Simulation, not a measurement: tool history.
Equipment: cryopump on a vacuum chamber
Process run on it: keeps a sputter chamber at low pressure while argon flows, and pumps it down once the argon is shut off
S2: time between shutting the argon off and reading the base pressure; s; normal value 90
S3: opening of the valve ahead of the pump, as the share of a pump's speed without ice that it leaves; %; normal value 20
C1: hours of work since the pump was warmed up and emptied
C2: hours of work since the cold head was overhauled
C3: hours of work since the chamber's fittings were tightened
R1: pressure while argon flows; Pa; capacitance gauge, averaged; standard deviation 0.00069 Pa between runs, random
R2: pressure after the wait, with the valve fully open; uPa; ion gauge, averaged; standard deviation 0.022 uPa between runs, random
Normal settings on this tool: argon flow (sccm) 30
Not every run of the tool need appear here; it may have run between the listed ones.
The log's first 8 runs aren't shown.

{"run": 9, "day": 9.6, "argon flow (sccm)": 30, "S2": 85, "S3": 20, "C1": 585, "C2": 585, "C3": 1293, "R1": 0.1259, "R2": 1.53}
{"run": 10, "day": 10.754, "argon flow (sccm)": 30, "S2": 85, "S3": 35, "C1": 598, "C2": 598, "C3": 1305, "R1": 0.0763, "R2": 1.52}
{"run": 11, "day": 11.6, "argon flow (sccm)": 27, "S2": 90, "S3": 20, "C1": 607, "C2": 607, "C3": 1314, "R1": 0.1139, "R2": 1.54}
{"run": 12, "day": 13.092, "argon flow (sccm)": 27, "S2": 90, "S3": 20, "C1": 623, "C2": 623, "C3": 1331, "R1": 0.1132, "R2": 1.48}
{"run": 13, "day": 14.017, "argon flow (sccm)": 27, "S2": 90, "S3": 20, "C1": 633, "C2": 633, "C3": 1341, "R1": 0.1138, "R2": 1.59}
{"run": 14, "day": 14.838, "argon flow (sccm)": 27, "S2": 90, "S3": 20, "C1": 642, "C2": 642, "C3": 1349, "R1": 0.1127, "R2": 1.58}
{"run": 15, "day": 16.092, "argon flow (sccm)": 27, "S2": 90, "S3": 20, "C1": 656, "C2": 656, "C3": 1363, "R1": 0.1132, "R2": 1.52}
{"run": 16, "day": 17.288, "argon flow (sccm)": 30, "S2": 90, "S3": 42, "C1": 669, "C2": 669, "C3": 1376, "R1": 0.0643, "R2": 1.58}
{"run": 17, "day": 18.042, "argon flow (sccm)": 30, "S2": 90, "S3": 42, "C1": 677, "C2": 677, "C3": 1384, "R1": 0.0648, "R2": 1.56}
{"run": 18, "day": 19.083, "argon flow (sccm)": 30, "S2": 90, "S3": 42, "C1": 688, "C2": 688, "C3": 1395, "R1": 0.0653, "R2": 1.58}
{"run": 19, "day": 20.642, "argon flow (sccm)": 30, "S2": 90, "S3": 42, "C1": 705, "C2": 705, "C3": 1412, "R1": 0.0648, "R2": 1.64}
{"run": 20, "day": 21.458, "argon flow (sccm)": 30, "S2": 90, "S3": 42, "C1": 714, "C2": 714, "C3": 1421, "R1": 0.066, "R2": 1.67}
{"run": 21, "day": 22.538, "argon flow (sccm)": 30, "S2": 90, "S3": 42, "C1": 725, "C2": 725, "C3": 1433, "R1": 0.0672, "R2": 1.61}
{"run": 22, "day": 23.329, "argon flow (sccm)": 30, "S2": 90, "S3": 42, "C1": 734, "C2": 734, "C3": 1441, "R1": 0.0661, "R2": 1.66}
{"run": 23, "day": 24.612, "argon flow (sccm)": 26, "S2": 90, "S3": 51, "C1": 748, "C2": 748, "C3": 1455, "R1": 0.0496, "R2": 1.69}
{"run": 24, "day": 25.917, "argon flow (sccm)": 26, "S2": 90, "S3": 51, "C1": 762, "C2": 762, "C3": 1470, "R1": 0.0492, "R2": 1.62}
{"run": 25, "day": 26.729, "argon flow (sccm)": 26, "S2": 90, "S3": 51, "C1": 771, "C2": 771, "C3": 1478, "R1": 0.049, "R2": 1.7}
{"run": 26, "day": 28.154, "argon flow (sccm)": 30, "S2": 294, "S3": 18, "C1": 786, "C2": 786, "C3": 1494, "R1": 0.1418, "R2": 1.47}
{"run": 27, "day": 28.9, "argon flow (sccm)": 43, "S2": 294, "S3": 27, "C1": 794, "C2": 794, "C3": 1502, "R1": 0.1415, "R2": 1.44}
{"run": 28, "day": 30.008, "argon flow (sccm)": 16, "S2": 90, "S3": 31, "C1": 806, "C2": 806, "C3": 1514, "R1": 0.0458, "R2": 1.73}
{"run": 29, "day": 31.604, "argon flow (sccm)": 12, "S2": 178, "S3": 34, "C1": 824, "C2": 824, "C3": 1531, "R1": 0.0328, "R2": 1.51}
{"run": 30, "day": 32.504, "argon flow (sccm)": 12, "S2": 178, "S3": 34, "C1": 833, "C2": 833, "C3": 1541, "R1": 0.033, "R2": 1.65}
{"run": 31, "day": 33.333, "argon flow (sccm)": 12, "S2": 178, "S3": 34, "C1": 842, "C2": 842, "C3": 1550, "R1": 0.0326, "R2": 1.62}
{"run": 32, "day": 34.958, "argon flow (sccm)": 12, "S2": 178, "S3": 34, "C1": 860, "C2": 860, "C3": 1567, "R1": 0.0324, "R2": 1.68}
{"run": 33, "day": 36.212, "argon flow (sccm)": 12, "S2": 178, "S3": 42, "C1": 874, "C2": 874, "C3": 1581, "R1": 0.0275, "R2": 1.61}

Alternative continuations, all from the tool just after run 33; predict every row:
{"day": 36.779, "done": "pump warmed up, emptied and cooled again"}
{"run": "A", "day": 37.346, "argon flow (sccm)": 54, "S2": 281, "S3": 25, "C1": 6, "C2": 884, "C3": 1591, "R1": "?", "R2": "?"}
{"day": 36.779, "done": "pump warmed up, emptied and cooled again"}
{"run": "B", "day": 37.346, "argon flow (sccm)": 27, "S2": 178, "S3": 42, "C1": 6, "C2": 884, "C3": 1591, "R1": "?", "R2": "?"}
{"day": 36.779, "done": "pump warmed up, emptied and cooled again"}
{"run": "C", "day": 37.346, "argon flow (sccm)": 12, "S2": 178, "S3": 21, "C1": 6, "C2": 884, "C3": 1591, "R1": "?", "R2": "?"}
{"day": 36.779, "done": "pump warmed up, emptied and cooled again"}
{"run": "D", "day": 37.346, "argon flow (sccm)": 30, "S2": 85, "S3": 25, "C1": 6, "C2": 884, "C3": 1591, "R1": "?", "R2": "?"}

run=A R1=0.1715 R2=1.16
run=B R1=0.0507 R2=1.15
run=C R1=0.0451 R2=1.15
run=D R1=0.0958 R2=1.43
Take away the tool's hidden state, keep each run's random variation, and the runs would have read:
run=A R1=0.171 R2=0.32
run=B R1=0.0504 R2=0.34
run=C R1=0.045 R2=0.32
run=D R1=0.0955 R2=0.58
